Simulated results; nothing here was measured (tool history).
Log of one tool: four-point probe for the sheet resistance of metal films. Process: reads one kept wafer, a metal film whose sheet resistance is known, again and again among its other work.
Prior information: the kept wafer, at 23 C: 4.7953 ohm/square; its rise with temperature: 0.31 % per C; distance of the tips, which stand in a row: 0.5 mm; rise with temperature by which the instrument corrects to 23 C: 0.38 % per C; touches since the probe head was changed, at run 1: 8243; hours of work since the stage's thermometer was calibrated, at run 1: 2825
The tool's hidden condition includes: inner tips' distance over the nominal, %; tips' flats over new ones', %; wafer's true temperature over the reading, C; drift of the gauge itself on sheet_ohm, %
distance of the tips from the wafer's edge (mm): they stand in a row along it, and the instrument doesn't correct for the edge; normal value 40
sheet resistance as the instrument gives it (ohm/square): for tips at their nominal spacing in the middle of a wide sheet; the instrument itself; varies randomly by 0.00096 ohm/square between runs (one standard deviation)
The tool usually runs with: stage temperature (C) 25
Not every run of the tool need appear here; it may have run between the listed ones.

| run | hour | stage temperature (C) | distance of the tips from the wafer's edge (mm) | touches since the probe head was changed | hours of work since the stage's thermometer was calibrated | sheet resistance as the instrument gives it (ohm/square) |
|---|---|---|---|---|---|---|
| 1 | 0.0 | 25 | 40 | 8243 | 2825 | 4.796307 |
| 2 | 7.8 | 31 | 40 | 8371 | 2830 | 4.773634 |
| 3 | 20.5 | 31 | 40 | 8581 | 2837 | 4.775520 |
| 4 | 28.6 | 25 | 40 | 8715 | 2842 | 4.796067 |
| 5 | 36.9 | 25 | 40 | 8852 | 2846 | 4.794177 |
| 6 | 46.0 | 25 | 40 | 9001 | 2852 | 4.795799 |
| 7 | 60.5 | 25 | 40 | 9241 | 2860 | 4.797614 |
| 8 | 68.2 | 25 | 40 | 9368 | 2864 | 4.796389 |
| 9 | 84.9 | 25 | 47 | 9643 | 2874 | 4.796283 |
| 10 | 101.4 | 25 | 47 | 9914 | 2883 | 4.796919 |
| 11 | 113.9 | 33 | 40 | 10120 | 2891 | 4.768262 |
| 12 | 124.0 | 25 | 5 | 10288 | 2896 | 4.821097 |
| 13 | 136.9 | 25 | 24 | 10500 | 2904 | 4.796688 |
| 14 | 144.7 | 27 | 40 | 10628 | 2908 | 4.790284 |
| 15 | 151.9 | 20 | 3 | 10746 | 2912 | 4.883745 |
| 16 | 161.1 | 29 | 18 | 10899 | 2918 | 4.784965 |
| 17 | 174.8 | 28 | 42 | 11125 | 2925 | 4.786378 |
|  | 176.7 | stage's thermometer calibrated |
| 18 | 190.9 | 21 | 29 | 11381 | 8 | 4.808760 |
| 19 | 206.0 | 21 | 29 | 11630 | 17 | 4.808811 |
|  | 219.9 | stage's thermometer calibrated, once more |
| 20 | 221.7 | 21 | 29 | 11881 | 1 | 4.826905 |
| 21 | 230.4 | 22 | 29 | 12024 | 6 | 4.823510 |
| 22 | 242.7 | 22 | 29 | 12227 | 13 | 4.824350 |
| 23 | 259.3 | 22 | 29 | 12500 | 23 | 4.823422 |
| 24 | 273.8 | 25 | 37 | 12740 | 31 | 4.812796 |

Results per run with the tool's hidden condition removed, run-to-run variation unchanged:
| run | sheet resistance as the instrument gives it (ohm/square) |
|---|---|
| 1 | 4.788569 |
| 2 | 4.765666 |
| 3 | 4.767527 |
| 4 | 4.788289 |
| 5 | 4.786387 |
| 6 | 4.787990 |
| 7 | 4.789785 |
| 8 | 4.788551 |
| 9 | 4.788417 |
| 10 | 4.789025 |
| 11 | 4.760049 |
| 12 | 4.813138 |
| 13 | 4.788738 |
| 14 | 4.782242 |
| 15 | 4.875887 |
| 16 | 4.776812 |
| 17 | 4.778244 |
| 18 | 4.803440 |
| 19 | 4.803466 |
| 20 | 4.803413 |
| 21 | 4.800019 |
| 22 | 4.800837 |
| 23 | 4.799887 |
| 24 | 4.789295 |
